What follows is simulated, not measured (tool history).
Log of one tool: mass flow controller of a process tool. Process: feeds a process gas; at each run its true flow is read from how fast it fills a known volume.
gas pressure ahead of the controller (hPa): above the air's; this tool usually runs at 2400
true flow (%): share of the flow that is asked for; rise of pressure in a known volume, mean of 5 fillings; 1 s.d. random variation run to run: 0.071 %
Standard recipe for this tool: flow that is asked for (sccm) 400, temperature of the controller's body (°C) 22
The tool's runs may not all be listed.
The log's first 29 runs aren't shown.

run	hour	flow that is asked for (sccm)	gas pressure ahead of the controller (hPa)	temperature of the controller's body (°C)	true flow (%)
30	1952.1	422	2450	33	100.2
31	2015.9	398	2130	30	100.88
32	2071.3	400	2400	39	99.98
33	2145.6	400	2400	39	100.23
34	2192.9	400	2400	39	100.21
35	2276.6	400	2400	39	100.22
36	2338.2	874	2090	25	102.42
# hour 2377.6: gauge calibrated
37	2401	874	1560	29	99.7

Forecast each of these 5 alternatives for the next run:
A	2477.1	298	2400	22	?
B	2477.1	953	2020	22	?
C	2477.1	167	1770	34	?
D	2477.1	331	2390	33	?
E	2477.1	596	1830	20	?

run	true flow (%)
A	99.66
B	100.52
C	98.65
D	98.6
E	100.54
Stripped of hidden state, with their random variation kept, the same runs would have yielded:
run	true flow (%)
A	99.48
B	100.33
C	98.47
D	98.42
E	100.35
